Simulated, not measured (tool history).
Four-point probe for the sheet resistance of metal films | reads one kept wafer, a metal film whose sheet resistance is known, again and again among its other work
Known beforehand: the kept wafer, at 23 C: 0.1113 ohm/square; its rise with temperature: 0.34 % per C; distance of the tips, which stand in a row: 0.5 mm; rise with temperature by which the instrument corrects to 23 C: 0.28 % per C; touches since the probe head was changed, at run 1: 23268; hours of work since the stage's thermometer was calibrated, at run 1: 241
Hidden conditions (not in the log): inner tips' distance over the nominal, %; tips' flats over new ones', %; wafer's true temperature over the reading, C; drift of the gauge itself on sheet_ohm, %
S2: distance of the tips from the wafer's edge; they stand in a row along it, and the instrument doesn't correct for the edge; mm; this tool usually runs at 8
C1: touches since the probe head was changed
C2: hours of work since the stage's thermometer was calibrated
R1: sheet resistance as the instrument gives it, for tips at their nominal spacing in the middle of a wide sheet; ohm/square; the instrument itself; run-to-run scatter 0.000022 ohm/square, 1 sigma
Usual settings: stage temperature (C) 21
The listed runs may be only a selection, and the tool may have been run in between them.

{"run": 1, "hour": 0.0, "stage temperature (C)": 21, "S2": 8, "C1": 23268, "C2": 241, "R1": 0.111102}
{"run": 2, "hour": 45.4, "stage temperature (C)": 21, "S2": 30, "C1": 24124, "C2": 270, "R1": 0.110843}
{"run": 3, "hour": 108.3, "stage temperature (C)": 21, "S2": 30, "C1": 25309, "C2": 309, "R1": 0.110876}
{"run": 4, "hour": 201.7, "stage temperature (C)": 21, "S2": 8, "C1": 27067, "C2": 367, "R1": 0.111063}
{"run": 5, "hour": 252.7, "stage temperature (C)": 21, "S2": 8, "C1": 28029, "C2": 399, "R1": 0.111115}
{"run": 6, "hour": 298.8, "stage temperature (C)": 21, "S2": 8, "C1": 28898, "C2": 428, "R1": 0.111101}
{"run": 7, "hour": 375.3, "stage temperature (C)": 21, "S2": 8, "C1": 30339, "C2": 476, "R1": 0.111143}
{"run": 8, "hour": 459.0, "stage temperature (C)": 21, "S2": 31, "C1": 31915, "C2": 528, "R1": 0.110876}
{"run": 9, "hour": 555.6, "stage temperature (C)": 21, "S2": 29, "C1": 33736, "C2": 589, "R1": 0.110929}
{"run": 10, "hour": 655.5, "stage temperature (C)": 21, "S2": 29, "C1": 35617, "C2": 651, "R1": 0.110912}
{"run": 11, "hour": 740.0, "stage temperature (C)": 21, "S2": 29, "C1": 37209, "C2": 704, "R1": 0.110925}
{"run": 12, "hour": 792.7, "stage temperature (C)": 21, "S2": 29, "C1": 38203, "C2": 737, "R1": 0.110946}
{"run": 13, "hour": 890.8, "stage temperature (C)": 28, "S2": 29, "C1": 40051, "C2": 799, "R1": 0.111411}
{"run": 14, "hour": 937.0, "stage temperature (C)": 32, "S2": 7, "C1": 40922, "C2": 827, "R1": 0.111954}
{"run": 15, "hour": 1005.2, "stage temperature (C)": 32, "S2": 7, "C1": 42206, "C2": 870, "R1": 0.11194}
{"run": 16, "hour": 1054.2, "stage temperature (C)": 32, "S2": 39, "C1": 43130, "C2": 901, "R1": 0.111685}

Branching from run 16: 3 alternative next runs. What would each branch give?
{"run": "A", "hour": 1108.4, "stage temperature (C)": 21, "S2": 6, "C1": 44151, "C2": 935, "R1": "?"}
{"run": "B", "hour": 1108.4, "stage temperature (C)": 19, "S2": 15, "C1": 44151, "C2": 935, "R1": "?"}
{"run": "C", "hour": 1108.4, "stage temperature (C)": 31, "S2": 7, "C1": 44151, "C2": 935, "R1": "?"}

run=A R1=0.111366
run=B R1=0.110910
run=C R1=0.111922
Had the tool no hidden state, the same runs would have come out as:
run=A R1=0.111565
run=B R1=0.111108
run=C R1=0.112124
